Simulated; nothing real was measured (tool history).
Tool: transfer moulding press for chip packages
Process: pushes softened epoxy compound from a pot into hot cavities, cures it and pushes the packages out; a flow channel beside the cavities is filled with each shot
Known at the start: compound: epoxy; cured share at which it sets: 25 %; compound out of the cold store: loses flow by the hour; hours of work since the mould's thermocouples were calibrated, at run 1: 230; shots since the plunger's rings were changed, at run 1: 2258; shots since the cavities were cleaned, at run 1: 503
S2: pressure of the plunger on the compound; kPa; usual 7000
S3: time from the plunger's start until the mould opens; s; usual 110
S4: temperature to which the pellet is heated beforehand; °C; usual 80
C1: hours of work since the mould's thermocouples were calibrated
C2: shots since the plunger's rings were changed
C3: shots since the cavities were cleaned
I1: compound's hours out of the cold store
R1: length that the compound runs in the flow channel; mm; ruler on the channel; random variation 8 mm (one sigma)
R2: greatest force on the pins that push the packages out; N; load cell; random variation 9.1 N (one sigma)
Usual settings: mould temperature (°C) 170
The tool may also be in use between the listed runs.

Run 1, hour 0: usual settings; C1 230; C2 2258; C3 503; I1 35.5. Result: R1 931 mm, R2 404 N.
Run 2, hour 10.9: usual settings; C1 238; C2 2396; C3 641; I1 34.2. Result: R1 916 mm, R2 411 N.
At hour 23.8: cavities cleaned with cleaning compound and waxed.
Run 3, hour 28.3: usual settings; C1 251; C2 2595; C3 56; I1 9.8. Result: R1 1093 mm, R2 429 N.
Run 4, hour 39.5: usual settings; C1 260; C2 2736; C3 197; I1 28.2. Result: R1 963 mm, R2 412 N.
Run 5, hour 53.8: usual settings; C1 272; C2 2917; C3 378; I1 21.7. Result: R1 1007 mm, R2 399 N.
Run 6, hour 64.9: usual settings; C1 280; C2 3056; C3 517; I1 8.4. Result: R1 1096 mm, R2 419 N.
At hour 87.5: cavities cleaned with cleaning compound and waxed.
Run 7, hour 88.7: usual settings but S4 83 °C; C1 298; C2 3337; C3 14; I1 13.9. Result: R1 1071 mm, R2 401 N.
Run 8, hour 103.8: usual settings but S4 83 °C; C1 310; C2 3527; C3 204; I1 31.8. Result: R1 936 mm, R2 417 N.
Run 9, hour 118.4: usual settings but S4 83 °C; C1 322; C2 3711; C3 388; I1 32.1. Result: R1 921 mm, R2 395 N.
Run 10, hour 134.2: usual settings but S4 83 °C; C1 335; C2 3910; C3 587; I1 29.8. Result: R1 976 mm, R2 425 N.
At hour 152.3: cavities cleaned with cleaning compound and waxed.
At hour 156.6: plunger's sealing rings changed.
Run 11, hour 159.5: usual settings but S4 83 °C; C1 352; C2 36; C3 58; I1 41.9. Result: R1 866 mm, R2 407 N.
Run 12, hour 174.3: usual settings but mould temperature (°C) 178, S4 83 °C; C1 363; C2 223; C3 245; I1 25.5. Result: R1 945 mm, R2 363 N.
Run 13, hour 184.5: usual settings but S3 146 s; C1 371; C2 351; C3 373; I1 37.3. Result: R1 904 mm, R2 371 N.
Run 14, hour 200.3: usual settings but S4 84 °C; C1 384; C2 551; C3 573; I1 40.5. Result: R1 879 mm, R2 419 N.
At hour 220: cavities cleaned with cleaning compound and waxed.
Run 15, hour 220.3: usual settings but S4 84 °C; C1 399; C2 784; C3 5; I1 28.8. Result: R1 951 mm, R2 405 N.
Run 16, hour 234.1: usual settings but mould temperature (°C) 175, S2 6220 kPa, S3 134 s, S4 87 °C; C1 410; C2 958; C3 179; I1 29.6. Result: R1 884 mm, R2 369 N.
Run 17, hour 255.4: usual settings but S2 6810 kPa, S3 116 s, S4 71 °C; C1 427; C2 1225; C3 446; I1 22.1. Result: R1 992 mm, R2 412 N.
Run 18, hour 272: usual settings but S2 7570 kPa, S3 149 s, S4 71 °C; C1 440; C2 1435; C3 656; I1 40. Result: R1 922 mm, R2 362 N.
At hour 284.8: cavities cleaned with cleaning compound and waxed.
Run 19, hour 293.9: usual settings but mould temperature (°C) 178, S2 7570 kPa, S3 149 s, S4 82 °C; C1 457; C2 1691; C3 114; I1 38.2. Result: R1 902 mm, R2 355 N.
Run 20, hour 306.7: usual settings but mould temperature (°C) 178, S2 7570 kPa, S3 149 s, S4 82 °C; C1 467; C2 1853; C3 276; I1 47.5. Result: R1 845 mm, R2 357 N.
Run 21, hour 319.6: usual settings but mould temperature (°C) 162, S3 148 s, S4 79 °C; C1 477; C2 2015; C3 438; I1 42.8. Result: R1 897 mm, R2 408 N.
Run 22, hour 329.7: usual settings but mould temperature (°C) 162, S2 5280 kPa, S3 148 s, S4 79 °C; C1 485; C2 2142; C3 565; I1 22.4. Result: R1 908 mm, R2 411 N.
At hour 333.3: mould's thermocouples calibrated.
At hour 350.9: cavities cleaned with cleaning compound and waxed.
Run 23, hour 352.4: usual settings but mould temperature (°C) 162, S2 5280 kPa, S3 148 s, S4 79 °C; C1 14; C2 2384; C3 19; I1 40. Result: R1 800 mm, R2 423 N.
Run 24, hour 364.3: usual settings but mould temperature (°C) 173, S2 7500 kPa, S3 148 s; C1 24; C2 2534; C3 169; I1 33.9. Result: R1 937 mm, R2 359 N.
Run 25, hour 375.1: usual settings but mould temperature (°C) 173, S2 7500 kPa, S3 148 s; C1 32; C2 2670; C3 305; I1 31.6. Result: R1 960 mm, R2 357 N.
Run 26, hour 385.1: usual settings but mould temperature (°C) 173, S2 7500 kPa, S3 148 s; C1 40; C2 2796; C3 431; I1 37.1. Result: R1 933 mm, R2 367 N.
Run 27, hour 401.4: usual settings but mould temperature (°C) 173, S2 6340 kPa, S3 116 s; C1 53; C2 3001; C3 636; I1 10.5. Result: R1 1012 mm, R2 357 N.
Run 28, hour 411: usual settings but mould temperature (°C) 166, S3 97 s, S4 83 °C; C1 61; C2 3122; C3 757; I1 21.1. Result: R1 1044 mm, R2 717 N.

Forecast each of these 4 alternatives for the next run:
At hour 414.7: cavities cleaned with cleaning compound and waxed.
Run A, hour 429.2: usual settings but mould temperature (°C) 171, S4 81 °C; C1 74; C2 3332; C3 182; I1 24. Result: R1 ?, R2 ?.
At hour 414.7: cavities cleaned with cleaning compound and waxed.
Run B, hour 429.2: usual settings but mould temperature (°C) 163, S2 7200 kPa, S3 108 s, S4 83 °C; C1 74; C2 3332; C3 182; I1 29.5. Result: R1 ?, R2 ?.
At hour 414.7: cavities cleaned with cleaning compound and waxed.
Run C, hour 429.2: usual settings but mould temperature (°C) 167, S3 97 s, S4 77 °C; C1 74; C2 3332; C3 182; I1 15.2. Result: R1 ?, R2 ?.
At hour 414.7: cavities cleaned with cleaning compound and waxed.
Run D, hour 429.2: usual settings but mould temperature (°C) 177, S3 97 s, S4 83 °C; C1 74; C2 3332; C3 182; I1 18.2. Result: R1 ?, R2 ?.

run    R1   R2
  A   992  393
  B  1012  650
  C  1069  673
  D   995  368
Without the tool's hidden state the same runs would have given:
run    R1   R2
  A   993  391
  B  1012  647
  C  1070  670
  D   996  366

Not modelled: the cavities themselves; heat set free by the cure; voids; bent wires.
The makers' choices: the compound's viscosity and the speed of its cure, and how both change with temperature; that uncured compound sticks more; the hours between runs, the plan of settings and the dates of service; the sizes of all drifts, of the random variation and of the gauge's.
